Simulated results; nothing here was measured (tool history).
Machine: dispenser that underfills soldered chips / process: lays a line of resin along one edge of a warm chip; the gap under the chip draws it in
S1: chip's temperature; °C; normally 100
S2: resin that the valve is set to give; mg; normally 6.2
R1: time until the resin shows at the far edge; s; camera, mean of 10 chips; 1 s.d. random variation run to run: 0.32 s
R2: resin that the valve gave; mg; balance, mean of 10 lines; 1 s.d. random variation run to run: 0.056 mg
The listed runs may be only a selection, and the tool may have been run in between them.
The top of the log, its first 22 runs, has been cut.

{"run": 23, "day": 11.417, "S1": 89, "S2": 7.45, "R1": 42.6, "R2": 6.73}
{"day": 11.492, "done": "new syringe of resin"}
{"run": 24, "day": 11.821, "S1": 89, "S2": 7.45, "R1": 23.6, "R2": 6.62}
{"run": 25, "day": 12.15, "S1": 104, "S2": 6.79, "R1": 23.8, "R2": 5.96}
{"day": 12.304, "done": "new syringe of resin"}
{"run": 26, "day": 12.625, "S1": 104, "S2": 6.79, "R1": 15.8, "R2": 6}
{"run": 27, "day": 13.042, "S1": 100, "S2": 7.47, "R1": 30.3, "R2": 6.46}
{"day": 13.088, "done": "new syringe of resin"}
{"run": 28, "day": 13.525, "S1": 107, "S2": 6.54, "R1": 16.6, "R2": 5.73}
{"day": 13.717, "done": "dispensing valve cleaned and set on the balance"}
{"day": 13.933, "done": "new syringe of resin"}
{"run": 29, "day": 14.162, "S1": 93, "S2": 6.7, "R1": 19.1, "R2": 6.67}
{"run": 30, "day": 14.442, "S1": 86, "S2": 7.7, "R1": 33.5, "R2": 7.61}
{"day": 14.733, "done": "new syringe of resin"}
{"run": 31, "day": 14.883, "S1": 86, "S2": 7.7, "R1": 22, "R2": 7.65}
{"run": 32, "day": 15.429, "S1": 86, "S2": 7.7, "R1": 42.3, "R2": 7.51}
{"day": 15.546, "done": "new syringe of resin"}
{"run": 33, "day": 16.029, "S1": 110, "S2": 6.34, "R1": 16.4, "R2": 6.06}
{"day": 16.333, "done": "new syringe of resin"}
{"run": 34, "day": 16.362, "S1": 100, "S2": 6.78, "R1": 12, "R2": 6.46}
{"run": 35, "day": 16.962, "S1": 100, "S2": 6.78, "R1": 25.7, "R2": 6.46}

Consider 4 possible next runs. They are alternatives, not a sequence: every one starts from the tool as it was left by run 35. What does each give?
{"day": 17.138, "done": "new syringe of resin"}
{"run": "A", "day": 17.254, "S1": 94, "S2": 7.2, "R1": "?", "R2": "?"}
{"day": 17.138, "done": "new syringe of resin"}
{"run": "B", "day": 17.254, "S1": 110, "S2": 7.89, "R1": "?", "R2": "?"}
{"day": 17.138, "done": "new syringe of resin"}
{"run": "C", "day": 17.254, "S1": 100, "S2": 5.53, "R1": "?", "R2": "?"}
{"day": 17.138, "done": "new syringe of resin"}
{"run": "D", "day": 17.254, "S1": 100, "S2": 7.11, "R1": "?", "R2": "?"}

run=A R1=15.4 R2=6.78
run=B R1=9.7 R2=7.49
run=C R1=13.9 R2=5.18
run=D R1=13 R2=6.76
Take away the tool's hidden state, keep each run's random variation, and the runs would have read:
run=A R1=13.9 R2=7.15
run=B R1=8.8 R2=7.9
run=C R1=12.5 R2=5.46
run=D R1=11.8 R2=7.13
